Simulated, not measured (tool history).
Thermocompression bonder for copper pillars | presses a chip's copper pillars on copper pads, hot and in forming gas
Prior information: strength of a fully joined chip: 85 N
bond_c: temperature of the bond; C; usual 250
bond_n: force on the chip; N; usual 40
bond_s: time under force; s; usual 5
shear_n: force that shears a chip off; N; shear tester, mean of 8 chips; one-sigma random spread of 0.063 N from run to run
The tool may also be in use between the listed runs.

Run 1, hour 0: usual settings. Result: shear_n 30.55 N.
Run 2, hour 54: usual settings but bond_n 26 N. Result: shear_n 21.51 N.
Run 3, hour 106.1: usual settings but bond_c 266 C. Result: shear_n 35.81 N.
Run 4, hour 140.2: usual settings but bond_c 266 C. Result: shear_n 35.72 N.
Run 5, hour 180.3: usual settings but bond_s 8 s. Result: shear_n 36.72 N.
Run 6, hour 215.5: usual settings but bond_s 8 s. Result: shear_n 36.69 N.
At hour 221.5: heater calibrated with a thermocouple chip.
Run 7, hour 248.1: usual settings but bond_s 8 s. Result: shear_n 36.43 N.
Run 8, hour 303.8: usual settings but bond_c 231 C, bond_s 8 s. Result: shear_n 29.94 N.
Run 9, hour 336.1: usual settings but bond_c 231 C, bond_s 8 s. Result: shear_n 29.94 N.
Run 10, hour 383.2: usual settings but bond_c 236 C. Result: shear_n 26.17 N.
At hour 404.1: forming gas filter changed.
Run 11, hour 437.6: usual settings but bond_c 254 C, bond_n 26 N, bond_s 3 s. Result: shear_n 17.91 N.
Run 12, hour 468: usual settings but bond_c 254 C, bond_n 26 N, bond_s 3 s. Result: shear_n 18.02 N.
Run 13, hour 507.9: usual settings but bond_c 254 C, bond_n 26 N, bond_s 3 s. Result: shear_n 17.94 N.
Run 14, hour 541.9: usual settings but bond_c 254 C, bond_n 26 N, bond_s 3 s. Result: shear_n 17.91 N.
Run 15, hour 574: usual settings but bond_c 254 C, bond_n 26 N, bond_s 3 s. Result: shear_n 17.9 N.

4 options for the next run, each taken on its own from the tool as it stands now. Forecast them:
Run A, hour 599.1: usual settings but bond_c 254 C, bond_n 29 N, bond_s 3 s. Result: shear_n ?.
Run B, hour 599.1: usual settings but bond_c 279 C, bond_n 35 N, bond_s 14 s. Result: shear_n ?.
Run C, hour 599.1: usual settings but bond_c 254 C, bond_n 30 N, bond_s 3 s. Result: shear_n ?.
Run D, hour 599.1: usual settings but bond_c 277 C, bond_n 50 N, bond_s 15 s. Result: shear_n ?.

run  shear_n
  A    19.73
  B    51.79
  C     20.3
  D    62.97
The same runs, with their run-to-run variation unchanged, on a tool lacking any hidden condition would have given:
run  shear_n
  A    19.64
  B    51.54
  C    20.21
  D    62.66

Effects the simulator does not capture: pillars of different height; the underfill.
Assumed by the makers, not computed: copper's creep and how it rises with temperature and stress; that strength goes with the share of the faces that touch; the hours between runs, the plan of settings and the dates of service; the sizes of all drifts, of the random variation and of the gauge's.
